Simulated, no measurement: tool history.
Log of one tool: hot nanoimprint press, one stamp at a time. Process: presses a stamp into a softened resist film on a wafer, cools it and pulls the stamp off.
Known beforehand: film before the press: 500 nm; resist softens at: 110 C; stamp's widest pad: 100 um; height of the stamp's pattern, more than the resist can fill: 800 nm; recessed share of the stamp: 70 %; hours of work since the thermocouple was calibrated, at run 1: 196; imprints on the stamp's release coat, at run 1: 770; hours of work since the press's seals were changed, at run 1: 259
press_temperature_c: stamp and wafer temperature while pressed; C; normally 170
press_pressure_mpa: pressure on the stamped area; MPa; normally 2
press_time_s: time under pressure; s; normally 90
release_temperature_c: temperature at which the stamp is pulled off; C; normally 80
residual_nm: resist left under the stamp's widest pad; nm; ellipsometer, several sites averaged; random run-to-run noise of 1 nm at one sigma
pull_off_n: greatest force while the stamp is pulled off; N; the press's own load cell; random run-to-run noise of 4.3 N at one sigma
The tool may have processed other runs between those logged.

run,hour,press_temperature_c,press_pressure_mpa,press_time_s,release_temperature_c,hours of work since the thermocouple was calibrated,imprints on the stamp's release coat,hours of work since the press's seals were changed,residual_nm,pull_off_n
1,0,170,2,90,80,196,770,259,229.7,313
# hour 6.5: stamp cleaned and given a new release coat
2,10.1,170,2,90,80,199,14,263,232.6,241
3,14.6,170,2,90,80,203,32,266,231.7,246
4,23.6,170,1.28,90,80,210,67,273,275.1,235
5,29.1,170,2,90,80,214,89,277,230.8,250
6,35.5,170,2,90,80,219,114,282,232.5,243
7,41.9,170,1.5,90,80,224,139,287,258.1,247
8,50.4,170,1.5,90,80,231,173,294,259.4,259
9,59.2,170,2.22,90,80,237,208,301,223.9,256
10,67.6,170,2.22,90,80,244,241,307,221.8,272
11,76.7,170,2.22,90,80,251,277,314,222.7,255
12,83,170,2.22,90,80,256,302,319,225.1,266
13,87,170,2.22,90,80,259,318,322,223,277
14,92.2,170,2.22,90,80,263,339,326,224.6,277
15,99.4,170,2.22,90,80,269,367,332,222.3,277
16,104.3,170,2.22,90,80,273,387,336,224,284
17,109.9,170,2.22,116,80,277,409,340,202.8,277
18,119.6,170,1.39,49,80,284,447,348,325.3,279
19,129.4,162,1.91,90,80,292,486,355,330.9,284
20,133.3,168,1.28,98,78,295,501,358,291.6,298
21,137.7,168,1.28,98,78,298,518,362,290,301
22,142.5,168,1.28,98,78,302,538,365,292.9,305
23,150.6,168,1.28,98,78,308,570,372,290.8,318
24,158,168,2.79,111,79,314,599,377,206.8,308
25,166.5,170,2,90,81,321,632,384,233.4,300
26,176,170,1.58,90,83,328,670,391,256.6,286
27,181.6,178,3.02,90,76,333,692,396,135.5,344
28,189.9,170,2.75,74,82,339,725,402,222.3,296
29,199.6,177,2.75,67,82,347,763,410,168.3,305
# hour 207.7: stamp cleaned and given a new release coat
30,214,177,2.75,67,82,353,25,416,168.7,223

What if the next run were any one of these 3? Each begins from the tool's condition after run 30:
A,221.3,170,2.61,48,85,359,54,422,?,?
B,221.3,170,2.46,90,80,359,54,422,?,?
C,221.3,175,2,133,79,359,54,422,?,?

run,residual_nm,pull_off_n
A,268.4,205
B,216.1,244
C,157.6,249
With no hidden state in the tool, these same runs would have given:
run,residual_nm,pull_off_n
A,256.2,195
B,205.1,233
C,149.5,238
